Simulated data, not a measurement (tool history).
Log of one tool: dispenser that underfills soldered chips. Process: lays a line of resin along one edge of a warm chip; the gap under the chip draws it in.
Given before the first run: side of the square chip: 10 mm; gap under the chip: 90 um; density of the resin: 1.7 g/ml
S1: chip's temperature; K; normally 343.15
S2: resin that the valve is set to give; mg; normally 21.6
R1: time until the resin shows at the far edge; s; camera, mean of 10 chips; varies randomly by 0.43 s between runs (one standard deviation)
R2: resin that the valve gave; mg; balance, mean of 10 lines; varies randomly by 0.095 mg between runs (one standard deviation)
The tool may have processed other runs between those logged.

| run | hour | S1 | S2 | R1 | R2 |
|---|---|---|---|---|---|
| 1 | 0 | 343.15 | 21.6 | 50.2 | 20.8 |
|  | 3.1 | new syringe of resin |
| 2 | 8.8 | 343.15 | 21.6 | 42.6 | 20.78 |
|  | 14.6 | new syringe of resin |
| 3 | 16.8 | 343.15 | 21.6 | 34.8 | 20.54 |
|  | 26 | new syringe of resin |
| 4 | 26 | 343.15 | 21.6 | 30.7 | 20.45 |
| 5 | 33.8 | 343.15 | 21.6 | 48.5 | 20.14 |
|  | 37.6 | new syringe of resin |
| 6 | 38.3 | 343.15 | 19.4 | 32.5 | 18.22 |
| 7 | 46.3 | 343.15 | 19.4 | 51.5 | 17.93 |
|  | 48.8 | new syringe of resin |
| 8 | 52.5 | 343.15 | 24.5 | 37 | 22.77 |
|  | 60.1 | new syringe of resin |
| 9 | 62.5 | 343.15 | 24.5 | 33.7 | 22.45 |
| 10 | 67.2 | 350.15 | 21.6 | 37.3 | 19.75 |
|  | 72.1 | new syringe of resin |
| 11 | 76 | 350.15 | 21.6 | 30.7 | 19.69 |
|  | 83.5 | new syringe of resin |
| 12 | 84.7 | 352.15 | 21.6 | 23.8 | 19.74 |
|  | 94.9 | new syringe of resin |
| 13 | 94.9 | 349.15 | 23.7 | 25.6 | 21.32 |
|  | 99.7 | dispensing valve cleaned and set on the balance |
| 14 | 101.1 | 328.15 | 21.6 | 66.9 | 21.55 |
|  | 107.4 | new syringe of resin |
| 15 | 111.5 | 334.15 | 23.1 | 49.2 | 23 |
|  | 119 | new syringe of resin |
| 16 | 121 | 334.15 | 23.1 | 44.7 | 22.69 |
| 17 | 126.2 | 334.15 | 22.6 | 60.3 | 22.22 |
|  | 130.5 | new syringe of resin |
| 18 | 135.7 | 342.15 | 26.2 | 40.1 | 25.82 |

Alternative continuations, all from the tool just after run 18; predict every row:
| A | 140.1 | 329.15 | 20.9 | ? | ? |
| B | 140.1 | 336.15 | 21.6 | ? | ? |
| C | 140.1 | 357.15 | 24.2 | ? | ? |

| run | R1 | R2 |
|---|---|---|
| A | 83 | 20.43 |
| B | 65 | 21.12 |
| C | 34 | 23.44 |
Without the tool's hidden state the same runs would have given:
| run | R1 | R2 |
|---|---|---|
| A | 50.2 | 20.99 |
| B | 39.1 | 21.71 |
| C | 20.4 | 24.1 |
